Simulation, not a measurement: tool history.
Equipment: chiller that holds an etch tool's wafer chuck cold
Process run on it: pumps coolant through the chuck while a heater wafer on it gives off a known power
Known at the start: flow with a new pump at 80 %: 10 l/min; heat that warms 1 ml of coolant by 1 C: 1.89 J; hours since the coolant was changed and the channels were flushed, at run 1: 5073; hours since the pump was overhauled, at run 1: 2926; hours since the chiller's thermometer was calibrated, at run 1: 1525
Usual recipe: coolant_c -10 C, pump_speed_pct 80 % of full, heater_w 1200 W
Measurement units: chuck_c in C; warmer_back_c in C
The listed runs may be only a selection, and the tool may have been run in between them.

run     day  coolant_c  pump_speed_pct  heater_w  hours since the coolant was changed and the channels were flushed  hours since the pump was overhauled  hours since the chiller's thermometer was calibrated  chuck_c  warmer_back_c
  1   0.000        -10              80      1200                                                               5073                                 2926                                                  1525     0.54           3.99
  2   3.504        -19              80      1200                                                               5157                                 3010                                                  1609    -8.45           4.00
  3   7.879        -19              80      1200                                                               5262                                 3115                                                  1714    -8.47           3.98
  4  10.821        -19              80      1200                                                               5333                                 3185                                                  1785    -8.25           4.04
  5  15.388        -19              97      1200                                                               5442                                 3295                                                  1895    -9.90           3.25
  6  19.662        -19              97      1200                                                               5545                                 3398                                                  1997    -9.68           3.26
     20.133  -- coolant pump overhauled
  7  23.988        -16              79      1214                                                               5644                                   93                                                  2096    -4.80           4.20
  8  27.112         -5              79       605                                                               5719                                  168                                                  2171     0.75           2.13
  9  31.258        -10              64       657                                                               5818                                  267                                                  2271    -3.06           2.84
 10  33.183         -9              78       657                                                               5864                                  313                                                  2317    -2.62           2.36
     36.779  -- coolant pump overhauled, once more
 11  36.779        -10              84       753                                                               5946                                    0                                                  2398    -3.58           2.21
 12  39.508        -18              70      1752                                                               6011                                   66                                                  2464    -1.68           6.42

Hidden condition of the tool, last listed run before each entry between runs versus first listed run after:
In the gap between runs 6 and 7: coolant pump overhauled (day 20.133)
  heat passed by the chuck's channels, % of clean ones': 91.3 -> 91.1; flow at a given pump speed, % of a new pump's: 94.7 -> 92.8; coolant's true temperature over the reading, C: 0.33 -> 0.34
  measured value less the no-hidden-state value, chuck_c: +1.25 -> +1.57 C; warmer_back_c: +0.17 -> +0.30 C
In the gap between runs 10 and 11: coolant pump overhauled, once more (day 36.779)
  heat passed by the chuck's channels, % of clean ones': 90.8 -> 90.6; flow at a given pump speed, % of a new pump's: 92.4 -> 100.5; coolant's true temperature over the reading, C: 0.37 -> 0.38
  measured value less the no-hidden-state value, chuck_c: +1.08 -> +0.80 C; warmer_back_c: +0.18 -> -0.01 C
